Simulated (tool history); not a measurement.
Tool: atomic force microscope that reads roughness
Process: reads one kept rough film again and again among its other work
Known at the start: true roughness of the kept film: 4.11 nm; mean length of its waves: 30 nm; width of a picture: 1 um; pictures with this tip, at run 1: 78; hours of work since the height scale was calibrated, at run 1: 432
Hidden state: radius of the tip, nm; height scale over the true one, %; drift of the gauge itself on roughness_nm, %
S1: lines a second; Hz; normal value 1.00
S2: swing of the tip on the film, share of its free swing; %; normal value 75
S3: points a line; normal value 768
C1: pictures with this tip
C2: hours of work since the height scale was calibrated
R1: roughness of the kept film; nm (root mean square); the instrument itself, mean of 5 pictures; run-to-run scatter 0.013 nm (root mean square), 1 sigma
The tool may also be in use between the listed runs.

| run | hour | S1 | S2 | S3 | C1 | C2 | R1 |
|---|---|---|---|---|---|---|---|
| 1 | 0.0 | 1.00 | 75 | 768 | 78 | 432 | 2.622 |
| 2 | 11.8 | 1.00 | 75 | 768 | 100 | 439 | 2.473 |
| 3 | 19.9 | 1.08 | 75 | 768 | 116 | 444 | 2.395 |
|  | 28.1 | new tip fitted |
| 4 | 28.3 | 1.00 | 75 | 768 | 1 | 449 | 3.174 |
| 5 | 37.2 | 1.00 | 75 | 768 | 17 | 454 | 3.038 |
| 6 | 45.1 | 1.00 | 75 | 768 | 32 | 459 | 2.876 |
| 7 | 58.0 | 1.00 | 75 | 768 | 57 | 466 | 2.687 |
| 8 | 76.1 | 1.00 | 75 | 768 | 91 | 477 | 2.473 |
| 9 | 84.9 | 1.00 | 75 | 768 | 108 | 483 | 2.369 |
|  | 97.6 | new tip fitted |
| 10 | 100.8 | 1.00 | 75 | 768 | 6 | 492 | 3.088 |
| 11 | 110.4 | 1.00 | 89 | 768 | 24 | 497 | 2.780 |
| 12 | 126.2 | 1.00 | 81 | 768 | 54 | 507 | 2.652 |
| 13 | 143.5 | 1.00 | 58 | 346 | 87 | 517 | 2.623 |
| 14 | 156.1 | 3.38 | 75 | 271 | 111 | 525 | 1.959 |
|  | 166.2 | new tip fitted |
| 15 | 171.2 | 3.48 | 79 | 371 | 10 | 534 | 2.464 |
| 16 | 188.2 | 1.04 | 81 | 793 | 42 | 544 | 2.733 |
| 17 | 205.8 | 1.04 | 81 | 793 | 75 | 554 | 2.484 |
| 18 | 221.9 | 1.00 | 79 | 768 | 106 | 564 | 2.355 |
|  | 236.0 | new tip fitted |
| 19 | 240.4 | 1.00 | 79 | 768 | 9 | 575 | 3.031 |
| 20 | 251.1 | 3.86 | 79 | 279 | 29 | 581 | 2.245 |
| 21 | 265.4 | 3.86 | 79 | 279 | 56 | 590 | 2.083 |
| 22 | 282.0 | 3.86 | 79 | 279 | 87 | 599 | 1.907 |
| 23 | 294.0 | 0.94 | 73 | 526 | 110 | 607 | 2.349 |
| 24 | 302.1 | 0.94 | 73 | 526 | 126 | 611 | 2.300 |

Describe how what the log doesn't record of the tool's condition differs between the last listed run preceding each entry between runs and the first listed run following it.
From run 3 to run 4: new tip fitted (hour 28.1)
  radius of the tip, nm: 32 -> 10.2
  measured minus no-state result, R1: -0.824 -> -0.028 nm (root mean square)
From run 9 to run 10: new tip fitted (hour 97.6)
  radius of the tip, nm: 33.1 -> 11.7; height scale over the true one, %: -0.68 -> -0.69
  measured minus no-state result, R1: -0.855 -> -0.104 nm (root mean square)
From run 14 to run 15: new tip fitted (hour 166.2)
  radius of the tip, nm: 33 -> 12.2; height scale over the true one, %: -0.73 -> -0.74
  measured minus no-state result, R1: -0.708 -> -0.100 nm (root mean square)
From run 18 to run 19: new tip fitted (hour 236.0)
  radius of the tip, nm: 32.3 -> 12.4; height scale over the true one, %: -0.77 -> -0.78
  measured minus no-state result, R1: -0.826 -> -0.134 nm (root mean square)
